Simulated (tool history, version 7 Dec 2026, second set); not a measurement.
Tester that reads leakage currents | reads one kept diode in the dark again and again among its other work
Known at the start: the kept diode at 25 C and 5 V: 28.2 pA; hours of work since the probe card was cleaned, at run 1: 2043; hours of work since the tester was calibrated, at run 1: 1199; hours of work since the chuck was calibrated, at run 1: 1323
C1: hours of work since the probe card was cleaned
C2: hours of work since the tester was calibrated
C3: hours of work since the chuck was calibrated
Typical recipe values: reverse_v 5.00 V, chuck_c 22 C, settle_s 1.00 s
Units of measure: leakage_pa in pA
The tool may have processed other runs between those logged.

Run 1, hour 0.0: usual settings; C1 2043; C2 1199; C3 1323. Result: leakage_pa 27.66 pA.
Run 2, hour 34.5: usual settings; C1 2063; C2 1218; C3 1342. Result: leakage_pa 27.63 pA.
Run 3, hour 68.3: usual settings; C1 2081; C2 1237; C3 1361. Result: leakage_pa 27.65 pA.
Run 4, hour 140.0: usual settings but settle_s 0.94 s; C1 2121; C2 1276; C3 1400. Result: leakage_pa 28.03 pA.
Run 5, hour 207.0: usual settings; C1 2158; C2 1313; C3 1438. Result: leakage_pa 27.81 pA.
At hour 239.8: chuck's temperature calibrated.
Run 6, hour 242.4: usual settings; C1 2176; C2 1332; C3 1. Result: leakage_pa 27.10 pA.
Run 7, hour 279.8: usual settings; C1 2197; C2 1352; C3 22. Result: leakage_pa 27.20 pA.
Run 8, hour 326.2: usual settings; C1 2223; C2 1378; C3 48. Result: leakage_pa 27.19 pA.
Run 9, hour 366.8: usual settings; C1 2245; C2 1401; C3 70. Result: leakage_pa 27.20 pA.
Run 10, hour 422.0: usual settings; C1 2276; C2 1431; C3 101. Result: leakage_pa 27.25 pA.
Run 11, hour 475.5: usual settings but chuck_c 39 C; C1 2305; C2 1461; C3 130. Result: leakage_pa 94.11 pA.
Run 12, hour 537.5: usual settings but settle_s 3.53 s; C1 2339; C2 1495; C3 165. Result: leakage_pa 26.76 pA.
Run 13, hour 578.0: usual settings but settle_s 3.53 s; C1 2362; C2 1517; C3 187. Result: leakage_pa 26.66 pA.
Run 14, hour 632.3: usual settings but reverse_v 4.27 V, chuck_c 31 C, settle_s 3.43 s; C1 2392; C2 1547; C3 217. Result: leakage_pa 48.36 pA.
Run 15, hour 685.6: usual settings but reverse_v 4.27 V, chuck_c 31 C, settle_s 3.43 s; C1 2421; C2 1577; C3 246. Result: leakage_pa 48.29 pA.
Run 16, hour 752.9: usual settings but reverse_v 4.27 V, chuck_c 33 C, settle_s 1.30 s; C1 2459; C2 1614; C3 284. Result: leakage_pa 57.00 pA.
Run 17, hour 814.1: usual settings but reverse_v 1.49 V, chuck_c 33 C, settle_s 1.30 s; C1 2492; C2 1648; C3 317. Result: leakage_pa 35.68 pA.
Run 18, hour 850.1: usual settings but reverse_v 3.10 V, settle_s 4.95 s; C1 2512; C2 1668; C3 337. Result: leakage_pa 21.38 pA.
Run 19, hour 881.1: usual settings but reverse_v 3.10 V, settle_s 4.95 s; C1 2529; C2 1685; C3 354. Result: leakage_pa 21.50 pA.
Run 20, hour 939.3: usual settings but chuck_c 44 C; C1 2562; C2 1717; C3 387. Result: leakage_pa 136.48 pA.
Run 21, hour 977.8: usual settings but reverse_v 3.88 V, chuck_c 41 C, settle_s 0.54 s; C1 2583; C2 1738; C3 408. Result: leakage_pa 99.52 pA.
Run 22, hour 1021.6: usual settings but reverse_v 3.88 V, chuck_c 41 C, settle_s 0.54 s; C1 2607; C2 1762; C3 432. Result: leakage_pa 99.23 pA.
Run 23, hour 1083.0: usual settings but reverse_v 4.64 V, chuck_c 25 C, settle_s 0.54 s; C1 2641; C2 1796; C3 466. Result: leakage_pa 34.43 pA.

What if the next run were any one of these 5? Each begins from the tool's condition after run 23:
Run A, hour 1117.7: usual settings but reverse_v 4.64 V, chuck_c 31 C, settle_s 0.54 s; C1 2660; C2 1816; C3 485. Result: leakage_pa ?.
Run B, hour 1117.7: usual settings but reverse_v 3.60 V, chuck_c 23 C, settle_s 2.48 s; C1 2660; C2 1816; C3 485. Result: leakage_pa ?.
Run C, hour 1117.7: usual settings but reverse_v 1.56 V, chuck_c 42 C, settle_s 4.88 s; C1 2660; C2 1816; C3 485. Result: leakage_pa ?.
Run D, hour 1117.7: usual settings but reverse_v 3.52 V, chuck_c 47 C, settle_s 0.86 s; C1 2660; C2 1816; C3 485. Result: leakage_pa ?.
Run E, hour 1117.7: usual settings but reverse_v 2.76 V; C1 2660; C2 1816; C3 485. Result: leakage_pa ?.

run  leakage_pa
  A       52.96
  B       25.08
  C       72.19
  D      145.71
  E       20.87
With no hidden state in the tool, these same runs would have given:
run  leakage_pa
  A       47.06
  B       21.10
  C       68.10
  D      137.32
  E       17.75
